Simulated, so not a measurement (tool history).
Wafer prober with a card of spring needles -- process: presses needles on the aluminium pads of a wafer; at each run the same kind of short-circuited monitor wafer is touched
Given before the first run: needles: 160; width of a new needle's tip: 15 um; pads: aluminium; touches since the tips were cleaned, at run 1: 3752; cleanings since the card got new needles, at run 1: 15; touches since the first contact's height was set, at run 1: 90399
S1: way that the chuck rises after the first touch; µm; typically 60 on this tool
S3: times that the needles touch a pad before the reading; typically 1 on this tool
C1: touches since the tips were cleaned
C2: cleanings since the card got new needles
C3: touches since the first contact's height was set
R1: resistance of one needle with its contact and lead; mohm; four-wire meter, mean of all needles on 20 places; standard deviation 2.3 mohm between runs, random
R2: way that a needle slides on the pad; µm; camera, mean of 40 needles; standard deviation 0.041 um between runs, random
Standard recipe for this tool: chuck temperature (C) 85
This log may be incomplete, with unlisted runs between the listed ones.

run 1 hour=0 | S1=60 chuck_temperature_(C)=85 S3=1 | C1=3752 C2=15 C3=90399 | R1=292 R2=11.34
-- hour=3.2 tips cleaned on abrasive film
-- hour=11.9 tips cleaned on abrasive film
run 2 hour=13.1 | S1=60 chuck_temperature_(C)=122 S3=1 | C1=743 C2=17 C3=98491 | R1=281 R2=11.23
-- hour=21 tips cleaned on abrasive film
run 3 hour=23.5 | S1=60 chuck_temperature_(C)=122 S3=2 | C1=1604 C2=18 C3=105032 | R1=282 R2=11.19
-- hour=30.7 tips cleaned on abrasive film
run 4 hour=32.3 | S1=60 chuck_temperature_(C)=85 S3=3 | C1=1003 C2=19 C3=110460 | R1=260 R2=11.27
-- hour=39.7 tips cleaned on abrasive film
run 5 hour=40.5 | S1=60 chuck_temperature_(C)=85 S3=3 | C1=495 C2=20 C3=115601 | R1=253 R2=11.2
-- hour=49 tips cleaned on abrasive film
run 6 hour=51.5 | S1=60 chuck_temperature_(C)=27 S3=1 | C1=1576 C2=21 C3=122471 | R1=267 R2=11.15
-- hour=58.5 tips cleaned on abrasive film
run 7 hour=62.4 | S1=60 chuck_temperature_(C)=27 S3=1 | C1=2485 C2=22 C3=129279 | R1=276 R2=11.23
-- hour=67.2 tips cleaned on abrasive film
run 8 hour=75.1 | S1=60 chuck_temperature_(C)=35 S3=1 | C1=4962 C2=23 C3=137158 | R1=281 R2=11.15
-- hour=76.2 tips cleaned on abrasive film
run 9 hour=81.5 | S1=60 chuck_temperature_(C)=35 S3=1 | C1=3319 C2=24 C3=141127 | R1=281 R2=11.17
-- hour=85.7 tips cleaned on abrasive film
run 10 hour=92.3 | S1=76 chuck_temperature_(C)=51 S3=3 | C1=4166 C2=25 C3=147874 | R1=252 R2=14.18
-- hour=95 tips cleaned on abrasive film
-- hour=104.4 tips cleaned on abrasive film
run 11 hour=107.2 | S1=41 chuck_temperature_(C)=116 S3=2 | C1=1785 C2=27 C3=157162 | R1=292 R2=7.44
-- hour=113.3 tips cleaned on abrasive film
run 12 hour=115.5 | S1=79 chuck_temperature_(C)=52 S3=2 | C1=1400 C2=28 C3=162321 | R1=251 R2=14.71
-- hour=122.3 tips cleaned on abrasive film
run 13 hour=122.3 | S1=76 chuck_temperature_(C)=26 S3=3 | C1=0 C2=29 C3=166547 | R1=236 R2=14.09
-- hour=131.2 tips cleaned on abrasive film
run 14 hour=137.2 | S1=67 chuck_temperature_(C)=32 S3=1 | C1=3799 C2=30 C3=175872 | R1=270 R2=12.48
-- hour=140.6 tips cleaned on abrasive film
run 15 hour=147 | S1=67 chuck_temperature_(C)=32 S3=1 | C1=4018 C2=31 C3=181931 | R1=275 R2=12.43

A few steps of R1 between consecutive runs. Split each: what settings, incoming material and random variation would produce without the hidden state, and what is left over for the hidden state, along with gauge scatter present in only one of the two compared results (measured, and without hidden state):
Hidden conditions of the tool in this case: debris on the tips, nm; way that the needles fall short of the set height, um; tips' diameter, um; drift of the gauge itself on contact_mohm, %; drift of the gauge itself on scrub_um, %.
Run 11 -> 12: S1 41 -> 79, chuck temperature (C) 116 -> 52, tips cleaned on abrasive film. R1 -41 mohm: hidden state -21, all else -20.
Run 13 -> 14: S1 76 -> 67, chuck temperature (C) 26 -> 32, S3 3 -> 1, tips cleaned on abrasive film. R1 +34 mohm: hidden state +35, all else -1.
